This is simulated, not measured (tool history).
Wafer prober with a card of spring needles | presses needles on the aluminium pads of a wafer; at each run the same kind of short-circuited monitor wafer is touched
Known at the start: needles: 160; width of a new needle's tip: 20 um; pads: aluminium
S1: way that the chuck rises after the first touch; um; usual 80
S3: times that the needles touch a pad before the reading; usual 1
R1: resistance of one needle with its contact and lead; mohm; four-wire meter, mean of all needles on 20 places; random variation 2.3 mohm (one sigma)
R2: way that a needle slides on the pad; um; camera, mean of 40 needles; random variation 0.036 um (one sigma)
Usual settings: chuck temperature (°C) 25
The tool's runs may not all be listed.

{"run": 1, "hour": 0.0, "S1": 80, "chuck temperature (°C)": 25, "S3": 1, "R1": 274, "R2": 10.34}
{"hour": 8.8, "done": "tips cleaned on abrasive film"}
{"hour": 23.4, "done": "tips cleaned on abrasive film"}
{"hour": 38.0, "done": "tips cleaned on abrasive film"}
{"hour": 52.6, "done": "tips cleaned on abrasive film"}
{"run": 2, "hour": 60.7, "S1": 80, "chuck temperature (°C)": 25, "S3": 2, "R1": 272, "R2": 10.26}
{"hour": 66.6, "done": "tips cleaned on abrasive film"}
{"hour": 78.3, "done": "tips cleaned on abrasive film"}
{"hour": 92.9, "done": "tips cleaned on abrasive film"}
{"run": 3, "hour": 99.9, "S1": 80, "chuck temperature (°C)": 25, "S3": 1, "R1": 279, "R2": 10.28}
{"hour": 105.8, "done": "tips cleaned on abrasive film"}
{"hour": 120.4, "done": "tips cleaned on abrasive film"}
{"hour": 135.0, "done": "tips cleaned on abrasive film"}
{"hour": 149.6, "done": "tips cleaned on abrasive film"}
{"hour": 164.2, "done": "tips cleaned on abrasive film"}
{"run": 4, "hour": 166.4, "S1": 80, "chuck temperature (°C)": 25, "S3": 1, "R1": 272, "R2": 10.18}
{"hour": 172.5, "done": "height of the first contact set anew"}
{"hour": 178.4, "done": "tips cleaned on abrasive film"}
{"hour": 193.0, "done": "tips cleaned on abrasive film"}
{"hour": 207.6, "done": "tips cleaned on abrasive film"}
{"hour": 222.2, "done": "tips cleaned on abrasive film"}
{"hour": 236.8, "done": "tips cleaned on abrasive film"}
{"run": 5, "hour": 238.9, "S1": 80, "chuck temperature (°C)": 25, "S3": 1, "R1": 265, "R2": 10.42}
{"hour": 250.6, "done": "tips cleaned on abrasive film"}
{"hour": 265.2, "done": "tips cleaned on abrasive film"}
{"hour": 279.8, "done": "tips cleaned on abrasive film"}
{"run": 6, "hour": 282.1, "S1": 80, "chuck temperature (°C)": 25, "S3": 1, "R1": 268, "R2": 10.29}
{"hour": 293.8, "done": "tips cleaned on abrasive film"}
{"hour": 308.4, "done": "tips cleaned on abrasive film"}
{"run": 7, "hour": 317.3, "S1": 96, "chuck temperature (°C)": 25, "S3": 1, "R1": 278, "R2": 12.45}
{"hour": 320.4, "done": "tips cleaned on abrasive film"}
{"hour": 334.9, "done": "tips cleaned on abrasive film"}
{"hour": 346.6, "done": "tips cleaned on abrasive film"}
{"run": 8, "hour": 351.8, "S1": 80, "chuck temperature (°C)": 25, "S3": 1, "R1": 276, "R2": 10.22}
{"hour": 360.6, "done": "tips cleaned on abrasive film"}
{"hour": 372.3, "done": "tips cleaned on abrasive film"}
{"hour": 386.9, "done": "tips cleaned on abrasive film"}
{"hour": 401.5, "done": "tips cleaned on abrasive film"}
{"run": 9, "hour": 403.5, "S1": 80, "chuck temperature (°C)": 25, "S3": 1, "R1": 271, "R2": 10.19}
{"hour": 415.2, "done": "tips cleaned on abrasive film"}
{"hour": 421.3, "done": "height of the first contact set anew"}
{"hour": 430.1, "done": "tips cleaned on abrasive film"}
{"hour": 444.7, "done": "tips cleaned on abrasive film"}
{"hour": 459.2, "done": "tips cleaned on abrasive film"}
{"run": 10, "hour": 466.1, "S1": 95, "chuck temperature (°C)": 25, "S3": 1, "R1": 274, "R2": 12.41}
{"hour": 472.0, "done": "tips cleaned on abrasive film"}
{"hour": 486.5, "done": "tips cleaned on abrasive film"}
{"hour": 501.1, "done": "tips cleaned on abrasive film"}
{"hour": 515.7, "done": "tips cleaned on abrasive film"}
{"hour": 528.0, "done": "tips cleaned on abrasive film"}
{"run": 11, "hour": 528.0, "S1": 80, "chuck temperature (°C)": 25, "S3": 1, "R1": 265, "R2": 10.3}
{"hour": 542.6, "done": "tips cleaned on abrasive film"}
{"hour": 557.2, "done": "tips cleaned on abrasive film"}
{"hour": 571.8, "done": "tips cleaned on abrasive film"}
{"hour": 586.4, "done": "tips cleaned on abrasive film"}
{"run": 12, "hour": 588.5, "S1": 80, "chuck temperature (°C)": 25, "S3": 1, "R1": 270, "R2": 10.3}
{"hour": 600.2, "done": "tips cleaned on abrasive film"}
{"hour": 614.8, "done": "tips cleaned on abrasive film"}
{"hour": 629.4, "done": "tips cleaned on abrasive film"}
{"run": 13, "hour": 634.0, "S1": 96, "chuck temperature (°C)": 35, "S3": 3, "R1": 263, "R2": 12.26}
{"hour": 642.8, "done": "tips cleaned on abrasive film"}
{"hour": 657.4, "done": "tips cleaned on abrasive film"}
{"hour": 669.1, "done": "tips cleaned on abrasive film"}
{"hour": 669.4, "done": "height of the first contact set anew"}
{"run": 14, "hour": 679.1, "S1": 83, "chuck temperature (°C)": 36, "S3": 1, "R1": 288, "R2": 10.81}
{"hour": 682.1, "done": "tips cleaned on abrasive film"}
{"hour": 693.8, "done": "tips cleaned on abrasive film"}
{"hour": 708.3, "done": "tips cleaned on abrasive film"}
{"run": 15, "hour": 719.7, "S1": 100, "chuck temperature (°C)": 31, "S3": 1, "R1": 279, "R2": 12.91}
{"hour": 722.7, "done": "tips cleaned on abrasive film"}
{"hour": 734.4, "done": "tips cleaned on abrasive film"}
{"hour": 748.9, "done": "tips cleaned on abrasive film"}
{"hour": 763.5, "done": "tips cleaned on abrasive film"}
{"hour": 778.1, "done": "tips cleaned on abrasive film"}
{"run": 16, "hour": 783.1, "S1": 83, "chuck temperature (°C)": 52, "S3": 1, "R1": 285, "R2": 10.72}
{"hour": 791.9, "done": "tips cleaned on abrasive film"}
{"hour": 806.5, "done": "tips cleaned on abrasive film"}
{"hour": 821.1, "done": "tips cleaned on abrasive film"}
{"hour": 835.7, "done": "tips cleaned on abrasive film"}
{"run": 17, "hour": 842.9, "S1": 90, "chuck temperature (°C)": 30, "S3": 2, "R1": 272, "R2": 11.62}
{"hour": 848.8, "done": "tips cleaned on abrasive film"}
{"hour": 863.4, "done": "tips cleaned on abrasive film"}
{"hour": 878.0, "done": "tips cleaned on abrasive film"}
{"hour": 889.7, "done": "tips cleaned on abrasive film"}
{"run": 18, "hour": 890.6, "S1": 90, "chuck temperature (°C)": 30, "S3": 2, "R1": 266, "R2": 11.45}
{"hour": 902.3, "done": "tips cleaned on abrasive film"}
{"hour": 916.9, "done": "tips cleaned on abrasive film"}
{"hour": 917.2, "done": "height of the first contact set anew"}
{"hour": 931.8, "done": "tips cleaned on abrasive film"}
{"hour": 946.4, "done": "tips cleaned on abrasive film"}
{"hour": 961.0, "done": "tips cleaned on abrasive film"}
{"run": 19, "hour": 964.1, "S1": 90, "chuck temperature (°C)": 30, "S3": 1, "R1": 269, "R2": 11.69}
{"hour": 972.9, "done": "tips cleaned on abrasive film"}
{"hour": 987.5, "done": "tips cleaned on abrasive film"}
{"hour": 999.2, "done": "tips cleaned on abrasive film"}
{"hour": 1013.8, "done": "tips cleaned on abrasive film"}
{"run": 20, "hour": 1025.2, "S1": 71, "chuck temperature (°C)": 25, "S3": 1, "R1": 302, "R2": 9.09}
{"hour": 1028.2, "done": "tips cleaned on abrasive film"}
{"hour": 1042.8, "done": "tips cleaned on abrasive film"}
{"hour": 1057.4, "done": "tips cleaned on abrasive film"}
{"hour": 1069.1, "done": "tips cleaned on abrasive film"}
{"hour": 1083.7, "done": "tips cleaned on abrasive film"}
{"run": 21, "hour": 1086.1, "S1": 61, "chuck temperature (°C)": 38, "S3": 2, "R1": 282, "R2": 7.74}
{"hour": 1097.8, "done": "tips cleaned on abrasive film"}
{"hour": 1112.4, "done": "tips cleaned on abrasive film"}
{"run": 22, "hour": 1118.7, "S1": 92, "chuck temperature (°C)": 27, "S3": 2, "R1": 267, "R2": 11.74}
{"hour": 1124.6, "done": "tips cleaned on abrasive film"}
{"hour": 1139.2, "done": "tips cleaned on abrasive film"}
{"hour": 1153.8, "done": "tips cleaned on abrasive film"}
{"hour": 1165.7, "done": "height of the first contact set anew"}
{"hour": 1168.6, "done": "tips cleaned on abrasive film"}
{"hour": 1183.2, "done": "tips cleaned on abrasive film"}
{"run": 23, "hour": 1189.1, "S1": 92, "chuck temperature (°C)": 27, "S3": 2, "R1": 268, "R2": 11.94}
{"hour": 1197.7, "done": "tips cleaned on abrasive film"}
{"hour": 1212.3, "done": "tips cleaned on abrasive film"}
{"hour": 1226.9, "done": "tips cleaned on abrasive film"}
{"hour": 1241.5, "done": "tips cleaned on abrasive film"}
{"hour": 1253.6, "done": "tips cleaned on abrasive film"}
{"run": 24, "hour": 1253.6, "S1": 96, "chuck temperature (°C)": 59, "S3": 2, "R1": 268, "R2": 12.38}

5 ways to go on from here, each from the tool as it stands after run 24. What would each give?
{"hour": 1268.2, "done": "tips cleaned on abrasive film"}
{"hour": 1282.8, "done": "tips cleaned on abrasive film"}
{"hour": 1297.4, "done": "tips cleaned on abrasive film"}
{"hour": 1312.0, "done": "tips cleaned on abrasive film"}
{"hour": 1326.5, "done": "tips cleaned on abrasive film"}
{"run": "A", "hour": 1331.1, "S1": 80, "chuck temperature (°C)": 25, "S3": 2, "R1": "?", "R2": "?"}
{"hour": 1268.2, "done": "tips cleaned on abrasive film"}
{"hour": 1282.8, "done": "tips cleaned on abrasive film"}
{"hour": 1297.4, "done": "tips cleaned on abrasive film"}
{"hour": 1312.0, "done": "tips cleaned on abrasive film"}
{"hour": 1326.5, "done": "tips cleaned on abrasive film"}
{"run": "B", "hour": 1331.1, "S1": 62, "chuck temperature (°C)": 25, "S3": 2, "R1": "?", "R2": "?"}
{"hour": 1268.2, "done": "tips cleaned on abrasive film"}
{"hour": 1282.8, "done": "tips cleaned on abrasive film"}
{"hour": 1297.4, "done": "tips cleaned on abrasive film"}
{"hour": 1312.0, "done": "tips cleaned on abrasive film"}
{"hour": 1326.5, "done": "tips cleaned on abrasive film"}
{"run": "C", "hour": 1331.1, "S1": 69, "chuck temperature (°C)": 25, "S3": 1, "R1": "?", "R2": "?"}
{"hour": 1268.2, "done": "tips cleaned on abrasive film"}
{"hour": 1282.8, "done": "tips cleaned on abrasive film"}
{"hour": 1297.4, "done": "tips cleaned on abrasive film"}
{"hour": 1312.0, "done": "tips cleaned on abrasive film"}
{"hour": 1326.5, "done": "tips cleaned on abrasive film"}
{"run": "D", "hour": 1331.1, "S1": 69, "chuck temperature (°C)": 25, "S3": 1, "R1": "?", "R2": "?"}
{"hour": 1268.2, "done": "tips cleaned on abrasive film"}
{"hour": 1282.8, "done": "tips cleaned on abrasive film"}
{"hour": 1297.4, "done": "tips cleaned on abrasive film"}
{"hour": 1312.0, "done": "tips cleaned on abrasive film"}
{"hour": 1326.5, "done": "tips cleaned on abrasive film"}
{"run": "E", "hour": 1331.1, "S1": 64, "chuck temperature (°C)": 66, "S3": 1, "R1": "?", "R2": "?"}

run=A R1=270 R2=10.26
run=B R1=283 R2=7.91
run=C R1=291 R2=8.88
run=D R1=287 R2=8.9
run=E R1=306 R2=8.13
Without the tool's hidden state the same runs would have given:
run=A R1=253 R2=10.4
run=B R1=256 R2=8.05
run=C R1=257 R2=9.02
run=D R1=254 R2=9.04
run=E R1=269 R2=8.26
